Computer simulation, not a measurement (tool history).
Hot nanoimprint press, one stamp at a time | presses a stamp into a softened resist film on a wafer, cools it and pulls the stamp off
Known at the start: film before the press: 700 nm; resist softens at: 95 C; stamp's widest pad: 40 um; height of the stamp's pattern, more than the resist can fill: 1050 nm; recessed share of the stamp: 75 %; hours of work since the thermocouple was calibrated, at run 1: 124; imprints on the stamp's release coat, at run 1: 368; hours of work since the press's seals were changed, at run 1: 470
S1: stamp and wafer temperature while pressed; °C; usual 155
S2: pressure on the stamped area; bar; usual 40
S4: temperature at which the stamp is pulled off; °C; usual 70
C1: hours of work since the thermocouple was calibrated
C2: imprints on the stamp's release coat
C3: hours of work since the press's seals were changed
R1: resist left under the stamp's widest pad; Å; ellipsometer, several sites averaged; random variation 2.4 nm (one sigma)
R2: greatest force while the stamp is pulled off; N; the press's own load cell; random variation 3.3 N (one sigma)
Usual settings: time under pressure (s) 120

{"run": 1, "day": 0.0, "S1": 155, "S2": 40, "time under pressure (s)": 120, "S4": 70, "C1": 124, "C2": 368, "C3": 470, "R1": 4179, "R2": 232}
{"run": 2, "day": 2.288, "S1": 155, "S2": 40, "time under pressure (s)": 120, "S4": 70, "C1": 150, "C2": 505, "C3": 496, "R1": 4248, "R2": 237}
{"run": 3, "day": 4.429, "S1": 155, "S2": 40, "time under pressure (s)": 120, "S4": 70, "C1": 174, "C2": 633, "C3": 519, "R1": 4262, "R2": 237}
{"run": 4, "day": 6.721, "S1": 155, "S2": 36.6, "time under pressure (s)": 120, "S4": 70, "C1": 199, "C2": 770, "C3": 545, "R1": 4411, "R2": 246}
{"run": 5, "day": 9.596, "S1": 155, "S2": 36.6, "time under pressure (s)": 120, "S4": 70, "C1": 231, "C2": 942, "C3": 577, "R1": 4470, "R2": 248}
{"run": 6, "day": 12.483, "S1": 155, "S2": 36.6, "time under pressure (s)": 120, "S4": 70, "C1": 263, "C2": 1115, "C3": 609, "R1": 4489, "R2": 261}
{"day": 14.438, "done": "stamp cleaned and given a new release coat"}
{"run": 7, "day": 15.633, "S1": 155, "S2": 36.6, "time under pressure (s)": 120, "S4": 70, "C1": 295, "C2": 72, "C3": 641, "R1": 4524, "R2": 226}
{"run": 8, "day": 18.983, "S1": 155, "S2": 59.1, "time under pressure (s)": 120, "S4": 70, "C1": 333, "C2": 272, "C3": 678, "R1": 3805, "R2": 231}
{"run": 9, "day": 20.754, "S1": 155, "S2": 59.1, "time under pressure (s)": 120, "S4": 70, "C1": 352, "C2": 378, "C3": 698, "R1": 3808, "R2": 227}
{"run": 10, "day": 22.275, "S1": 155, "S2": 59.1, "time under pressure (s)": 120, "S4": 70, "C1": 369, "C2": 470, "C3": 715, "R1": 3841, "R2": 244}
{"run": 11, "day": 25.171, "S1": 155, "S2": 59.1, "time under pressure (s)": 120, "S4": 70, "C1": 401, "C2": 643, "C3": 747, "R1": 3901, "R2": 241}
{"run": 12, "day": 28.35, "S1": 155, "S2": 59.1, "time under pressure (s)": 120, "S4": 70, "C1": 437, "C2": 833, "C3": 782, "R1": 3899, "R2": 253}
{"run": 13, "day": 30.554, "S1": 155, "S2": 59.1, "time under pressure (s)": 120, "S4": 70, "C1": 461, "C2": 965, "C3": 807, "R1": 3937, "R2": 255}
{"run": 14, "day": 33.733, "S1": 158, "S2": 40, "time under pressure (s)": 198, "S4": 70, "C1": 497, "C2": 1155, "C3": 842, "R1": 3400, "R2": 265}
{"day": 35.004, "done": "stamp cleaned and given a new release coat"}
{"run": 15, "day": 37.304, "S1": 158, "S2": 40, "time under pressure (s)": 207, "S4": 69, "C1": 533, "C2": 137, "C3": 879, "R1": 3400, "R2": 236}
{"day": 37.671, "done": "plate thermocouple calibrated"}
{"run": 16, "day": 39.108, "S1": 155, "S2": 58.5, "time under pressure (s)": 120, "S4": 70, "C1": 16, "C2": 238, "C3": 898, "R1": 4157, "R2": 240}
{"run": 17, "day": 41.708, "S1": 155, "S2": 37.6, "time under pressure (s)": 177, "S4": 76, "C1": 45, "C2": 393, "C3": 927, "R1": 4430, "R2": 219}
{"run": 18, "day": 43.971, "S1": 155, "S2": 37.6, "time under pressure (s)": 177, "S4": 76, "C1": 70, "C2": 529, "C3": 952, "R1": 4465, "R2": 228}
{"run": 19, "day": 46.988, "S1": 155, "S2": 40, "time under pressure (s)": 146, "S4": 62, "C1": 104, "C2": 709, "C3": 985, "R1": 4640, "R2": 287}
{"run": 20, "day": 48.446, "S1": 157, "S2": 39.6, "time under pressure (s)": 235, "S4": 62, "C1": 120, "C2": 797, "C3": 1001, "R1": 3647, "R2": 290}
{"day": 48.758, "done": "plate thermocouple calibrated, once more"}
{"run": 21, "day": 51.392, "S1": 154, "S2": 39.6, "time under pressure (s)": 235, "S4": 62, "C1": 29, "C2": 965, "C3": 1033, "R1": 3579, "R2": 278}
{"run": 22, "day": 54.767, "S1": 148, "S2": 46.8, "time under pressure (s)": 235, "S4": 62, "C1": 67, "C2": 1168, "C3": 1070, "R1": 4591, "R2": 289}
{"day": 55.917, "done": "stamp cleaned and given a new release coat"}
{"run": 23, "day": 57.442, "S1": 148, "S2": 28.7, "time under pressure (s)": 181, "S4": 62, "C1": 94, "C2": 92, "C3": 1097, "R1": 5635, "R2": 255}
{"run": 24, "day": 60.304, "S1": 160, "S2": 40, "time under pressure (s)": 120, "S4": 72, "C1": 126, "C2": 263, "C3": 1129, "R1": 3419, "R2": 222}
{"run": 25, "day": 62.625, "S1": 150, "S2": 46.5, "time under pressure (s)": 207, "S4": 72, "C1": 151, "C2": 402, "C3": 1155, "R1": 4405, "R2": 227}
{"run": 26, "day": 65.946, "S1": 155, "S2": 40, "time under pressure (s)": 120, "S4": 77, "C1": 188, "C2": 601, "C3": 1192, "R1": 4403, "R2": 216}

5 ways to go on from here, each from the tool as it stands after run 26. What would each give?
{"run": "A", "day": 67.392, "S1": 158, "S2": 40, "time under pressure (s)": 120, "S4": 59, "C1": 204, "C2": 687, "C3": 1208, "R1": "?", "R2": "?"}
{"run": "B", "day": 67.392, "S1": 155, "S2": 54.7, "time under pressure (s)": 120, "S4": 70, "C1": 204, "C2": 687, "C3": 1208, "R1": "?", "R2": "?"}
{"run": "C", "day": 67.392, "S1": 148, "S2": 40, "time under pressure (s)": 120, "S4": 77, "C1": 204, "C2": 687, "C3": 1208, "R1": "?", "R2": "?"}
{"run": "D", "day": 67.392, "S1": 155, "S2": 63.9, "time under pressure (s)": 94, "S4": 70, "C1": 204, "C2": 687, "C3": 1208, "R1": "?", "R2": "?"}
{"run": "E", "day": 67.392, "S1": 154, "S2": 34.7, "time under pressure (s)": 124, "S4": 70, "C1": 204, "C2": 687, "C3": 1208, "R1": "?", "R2": "?"}

run=A R1=3814 R2=284
run=B R1=3950 R2=239
run=C R1=5643 R2=217
run=D R1=3970 R2=243
run=E R1=4782 R2=241
Without the tool's hidden state the same runs would have given:
run=A R1=3430 R2=255
run=B R1=3476 R2=213
run=C R1=5295 R2=193
run=D R1=3453 R2=217
run=E R1=4402 R2=215

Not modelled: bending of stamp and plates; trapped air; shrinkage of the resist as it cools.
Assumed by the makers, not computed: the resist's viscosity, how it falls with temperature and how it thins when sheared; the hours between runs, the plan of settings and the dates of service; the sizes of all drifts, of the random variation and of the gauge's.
